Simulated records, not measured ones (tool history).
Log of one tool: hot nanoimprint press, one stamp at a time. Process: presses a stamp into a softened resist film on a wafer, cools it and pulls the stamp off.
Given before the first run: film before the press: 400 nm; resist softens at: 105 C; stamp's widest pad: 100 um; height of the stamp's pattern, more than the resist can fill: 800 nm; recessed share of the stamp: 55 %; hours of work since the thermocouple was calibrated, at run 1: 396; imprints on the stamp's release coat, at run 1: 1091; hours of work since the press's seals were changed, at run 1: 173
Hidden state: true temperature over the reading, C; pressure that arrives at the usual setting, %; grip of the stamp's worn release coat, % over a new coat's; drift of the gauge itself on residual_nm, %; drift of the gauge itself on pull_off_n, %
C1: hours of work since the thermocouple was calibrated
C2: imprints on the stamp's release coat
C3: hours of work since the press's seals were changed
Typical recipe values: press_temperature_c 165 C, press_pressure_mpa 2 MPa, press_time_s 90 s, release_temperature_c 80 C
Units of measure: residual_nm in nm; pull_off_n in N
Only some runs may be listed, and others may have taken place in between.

Run 1, day 0: usual settings; C1 396; C2 1091; C3 173. Result: residual_nm 141.2 nm, pull_off_n 155 N.
Run 2, day 1.383: usual settings; C1 410; C2 1198; C3 187. Result: residual_nm 141.6 nm, pull_off_n 162 N.
Run 3, day 2.458: usual settings; C1 421; C2 1281; C3 198. Result: residual_nm 141.7 nm, pull_off_n 167 N.
Run 4, day 3.338: usual settings; C1 430; C2 1349; C3 207. Result: residual_nm 141 nm, pull_off_n 171 N.
Run 5, day 5.062: usual settings; C1 447; C2 1482; C3 224. Result: residual_nm 140.4 nm, pull_off_n 177 N.
Run 6, day 6.638: usual settings; C1 463; C2 1604; C3 240. Result: residual_nm 141.2 nm, pull_off_n 174 N.
Run 7, day 8.142: usual settings; C1 478; C2 1720; C3 255. Result: residual_nm 140.4 nm, pull_off_n 183 N.
At day 10.092: plate thermocouple calibrated.
Run 8, day 10.212: usual settings but release_temperature_c 71 C; C1 1; C2 1871; C3 274. Result: residual_nm 135.9 nm, pull_off_n 233 N.
At day 11.362: stamp cleaned and given a new release coat.
Run 9, day 12.371: usual settings; C1 20; C2 78; C3 293. Result: residual_nm 135.6 nm, pull_off_n 135 N.
Run 10, day 14.371: usual settings; C1 40; C2 232; C3 313. Result: residual_nm 135.9 nm, pull_off_n 135 N.
Run 11, day 15.954: usual settings but release_temperature_c 75 C; C1 56; C2 355; C3 329. Result: residual_nm 134.4 nm, pull_off_n 153 N.
Run 12, day 17.942: usual settings but release_temperature_c 75 C; C1 76; C2 509; C3 349. Result: residual_nm 136.1 nm, pull_off_n 163 N.
Run 13, day 19.5: usual settings but press_pressure_mpa 1.5 MPa; C1 92; C2 629; C3 364. Result: residual_nm 158.2 nm, pull_off_n 141 N.
At day 21.196: plate thermocouple calibrated, once more.
Run 14, day 21.196: usual settings but press_time_s 92 s, release_temperature_c 81 C; C1 0; C2 751; C3 380. Result: residual_nm 145.6 nm, pull_off_n 149 N.
Run 15, day 22.571: usual settings but press_time_s 92 s, release_temperature_c 81 C; C1 14; C2 857; C3 394. Result: residual_nm 146.2 nm, pull_off_n 154 N.
Run 16, day 23.908: usual settings but press_pressure_mpa 2.34 MPa, press_time_s 92 s, release_temperature_c 66 C; C1 27; C2 961; C3 407. Result: residual_nm 134.6 nm, pull_off_n 216 N.
Run 17, day 25.433: usual settings but press_temperature_c 168 C, press_pressure_mpa 2.34 MPa, release_temperature_c 66 C; C1 42; C2 1079; C3 422. Result: residual_nm 114.2 nm, pull_off_n 223 N.
Run 18, day 26.883: usual settings but press_temperature_c 168 C, press_pressure_mpa 2.34 MPa, release_temperature_c 66 C; C1 57; C2 1191; C3 437. Result: residual_nm 114.1 nm, pull_off_n 235 N.
Run 19, day 28.779: usual settings but press_temperature_c 168 C, press_pressure_mpa 2.34 MPa, press_time_s 139 s, release_temperature_c 68 C; C1 76; C2 1338; C3 456. Result: residual_nm 96.2 nm, pull_off_n 224 N.
Run 20, day 30.454: usual settings but press_temperature_c 168 C, press_pressure_mpa 2.34 MPa, press_time_s 139 s, release_temperature_c 68 C; C1 93; C2 1467; C3 473. Result: residual_nm 96.2 nm, pull_off_n 239 N.
Run 21, day 32.321: usual settings but press_temperature_c 168 C, press_pressure_mpa 2.34 MPa, press_time_s 46 s, release_temperature_c 68 C; C1 111; C2 1611; C3 491. Result: residual_nm 146 nm, pull_off_n 237 N.
Run 22, day 34.017: usual settings but press_temperature_c 158 C, press_pressure_mpa 1.51 MPa, press_time_s 46 s, release_temperature_c 70 C; C1 128; C2 1743; C3 508. Result: residual_nm 286.6 nm, pull_off_n 231 N.
Run 23, day 36.083: usual settings but press_temperature_c 158 C, press_pressure_mpa 2.71 MPa, press_time_s 51 s, release_temperature_c 70 C; C1 149; C2 1902; C3 529. Result: residual_nm 221.6 nm, pull_off_n 243 N.
At day 36.733: stamp cleaned and given a new release coat.
Run 24, day 37.367: usual settings but press_temperature_c 158 C, press_pressure_mpa 2.71 MPa, press_time_s 49 s, release_temperature_c 70 C; C1 159; C2 50; C3 539. Result: residual_nm 223.3 nm, pull_off_n 174 N.
Run 25, day 38.729: usual settings but press_temperature_c 158 C, press_pressure_mpa 2.71 MPa, press_time_s 49 s, release_temperature_c 70 C; C1 173; C2 155; C3 553. Result: residual_nm 222.8 nm, pull_off_n 173 N.

Below are 3 alternative next runs, each starting from the tool's condition after run 25. Predict each:
Run A, day 40.075: usual settings but press_temperature_c 159 C, press_pressure_mpa 2.09 MPa, release_temperature_c 71 C; C1 186; C2 259; C3 566. Result: residual_nm ?, pull_off_n ?.
Run B, day 40.075: usual settings but press_temperature_c 163 C, press_pressure_mpa 2.71 MPa, press_time_s 49 s, release_temperature_c 70 C; C1 186; C2 259; C3 566. Result: residual_nm ?, pull_off_n ?.
Run C, day 40.075: usual settings but release_temperature_c 76 C; C1 186; C2 259; C3 566. Result: residual_nm ?, pull_off_n ?.

run  residual_nm  pull_off_n
  A        197.6         176
  B        171.5         180
  C        145.7         153
Take away the tool's hidden state, keep each run's random variation, and the runs would have read:
run  residual_nm  pull_off_n
  A        199.2         167
  B        172.1         172
  C        146.7         146
